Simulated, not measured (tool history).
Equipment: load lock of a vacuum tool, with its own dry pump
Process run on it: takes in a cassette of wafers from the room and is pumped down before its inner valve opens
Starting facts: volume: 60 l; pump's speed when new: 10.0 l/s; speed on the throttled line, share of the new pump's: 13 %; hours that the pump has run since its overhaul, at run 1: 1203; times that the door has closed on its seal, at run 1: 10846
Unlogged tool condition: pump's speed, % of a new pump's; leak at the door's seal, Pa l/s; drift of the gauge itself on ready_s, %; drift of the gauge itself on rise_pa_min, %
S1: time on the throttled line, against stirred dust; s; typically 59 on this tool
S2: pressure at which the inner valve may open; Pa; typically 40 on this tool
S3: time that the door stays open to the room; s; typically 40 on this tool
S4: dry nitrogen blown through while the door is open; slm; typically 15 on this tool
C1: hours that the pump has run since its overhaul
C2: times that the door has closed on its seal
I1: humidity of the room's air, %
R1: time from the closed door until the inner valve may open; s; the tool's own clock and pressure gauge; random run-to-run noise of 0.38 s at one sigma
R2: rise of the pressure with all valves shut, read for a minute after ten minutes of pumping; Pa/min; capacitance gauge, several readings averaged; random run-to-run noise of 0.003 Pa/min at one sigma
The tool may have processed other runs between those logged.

run,hour,S1,S2,S3,S4,C1,C2,I1,R1,R2
1,0.0,59,40,40,15,1203,10846,45.5,99.1,0.089
2,186.5,50,40,40,15,1390,11380,41.2,92.3,0.080
3,372.9,50,40,40,15,1576,11914,42.8,92.4,0.089
4,468.1,101,40,40,15,1671,12187,46.1,137.6,0.084
5,558.9,101,40,40,15,1762,12447,44.2,135.9,0.088
6,737.3,59,40,40,15,1940,12957,44.9,100.5,0.094
7,857.9,59,40,40,15,2061,13303,44.7,100.0,0.094
8,1062.6,59,40,40,21,2266,13889,45.7,100.5,0.093
9,1274.0,59,40,40,21,2477,14494,44.8,100.2,0.108
10,1471.5,48,73,40,15,2674,15060,44.4,86.6,0.110
11,1642.2,35,40,40,15,2845,15549,42.7,79.5,0.110
12,1810.6,52,30,31,18,3014,16031,45.8,96.4,0.118

What if the next run were any one of these 3? Each begins from the tool's condition after run 12:
A,1929.0,59,42,40,15,3132,16370,45.0,?,?
B,1929.0,106,40,40,15,3132,16370,47.2,?,?
C,1929.0,52,30,144,18,3132,16370,46.1,?,?

run,R1,R2
A,100.2,0.118
B,139.8,0.119
C,95.5,0.165
Without the tool's hidden state the same runs would have given:
run,R1,R2
A,98.8,0.041
B,138.6,0.041
C,94.0,0.087

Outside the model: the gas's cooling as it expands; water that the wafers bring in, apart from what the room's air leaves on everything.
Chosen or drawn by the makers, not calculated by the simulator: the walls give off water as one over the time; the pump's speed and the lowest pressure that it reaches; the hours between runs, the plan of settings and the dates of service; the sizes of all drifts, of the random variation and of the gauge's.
